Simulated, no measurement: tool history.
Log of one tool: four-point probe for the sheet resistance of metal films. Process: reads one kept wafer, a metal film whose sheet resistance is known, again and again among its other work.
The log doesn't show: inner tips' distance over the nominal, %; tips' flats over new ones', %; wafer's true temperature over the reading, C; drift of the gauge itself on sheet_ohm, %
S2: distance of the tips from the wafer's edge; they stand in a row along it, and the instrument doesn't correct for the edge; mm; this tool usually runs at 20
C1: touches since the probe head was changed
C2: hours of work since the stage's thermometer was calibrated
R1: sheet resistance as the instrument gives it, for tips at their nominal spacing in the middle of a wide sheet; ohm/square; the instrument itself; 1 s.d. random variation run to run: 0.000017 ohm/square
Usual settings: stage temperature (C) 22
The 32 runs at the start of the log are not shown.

run 33 hour=498.7 | stage_temperature_(C)=22 S2=4 | C1=122853 C2=649 | R1=0.085766
run 34 hour=519.3 | stage_temperature_(C)=27 S2=73 | C1=123738 C2=661 | R1=0.082757
run 35 hour=540.9 | stage_temperature_(C)=22 S2=49 | C1=124670 C2=672 | R1=0.083062
run 36 hour=556.7 | stage_temperature_(C)=21 S2=54 | C1=125354 C2=681 | R1=0.083093
run 37 hour=577.5 | stage_temperature_(C)=20 S2=15 | C1=126251 C2=692 | R1=0.083320
run 38 hour=590.0 | stage_temperature_(C)=20 S2=15 | C1=126787 C2=699 | R1=0.083359
-- hour=594.8 new probe head fitted
run 39 hour=609.1 | stage_temperature_(C)=22 S2=36 | C1=618 C2=709 | R1=0.083095
run 40 hour=628.7 | stage_temperature_(C)=25 S2=20 | C1=1460 C2=720 | R1=0.082981
run 41 hour=649.9 | stage_temperature_(C)=30 S2=3 | C1=2378 C2=731 | R1=0.087268
run 42 hour=667.2 | stage_temperature_(C)=30 S2=3 | C1=3123 C2=741 | R1=0.087294
run 43 hour=682.2 | stage_temperature_(C)=30 S2=3 | C1=3767 C2=749 | R1=0.087254
run 44 hour=702.2 | stage_temperature_(C)=24 S2=11 | C1=4632 C2=760 | R1=0.083305
run 45 hour=713.6 | stage_temperature_(C)=22 S2=9 | C1=5123 C2=766 | R1=0.083581

4 ways to go on from here, each from the tool as it stands after run 45. What would each give?
run A hour=734.0 | stage_temperature_(C)=23 S2=65 | C1=6001 C2=777 | R1=?
run B hour=734.0 | stage_temperature_(C)=30 S2=7 | C1=6001 C2=777 | R1=?
run C hour=734.0 | stage_temperature_(C)=33 S2=16 | C1=6001 C2=777 | R1=?
run D hour=734.0 | stage_temperature_(C)=20 S2=35 | C1=6001 C2=777 | R1=?

run=A R1=0.082999
run=B R1=0.083525
run=C R1=0.082651
run=D R1=0.083206
With no hidden state in the tool, these same runs would have given:
run=A R1=0.083003
run=B R1=0.083530
run=C R1=0.082655
run=D R1=0.083210

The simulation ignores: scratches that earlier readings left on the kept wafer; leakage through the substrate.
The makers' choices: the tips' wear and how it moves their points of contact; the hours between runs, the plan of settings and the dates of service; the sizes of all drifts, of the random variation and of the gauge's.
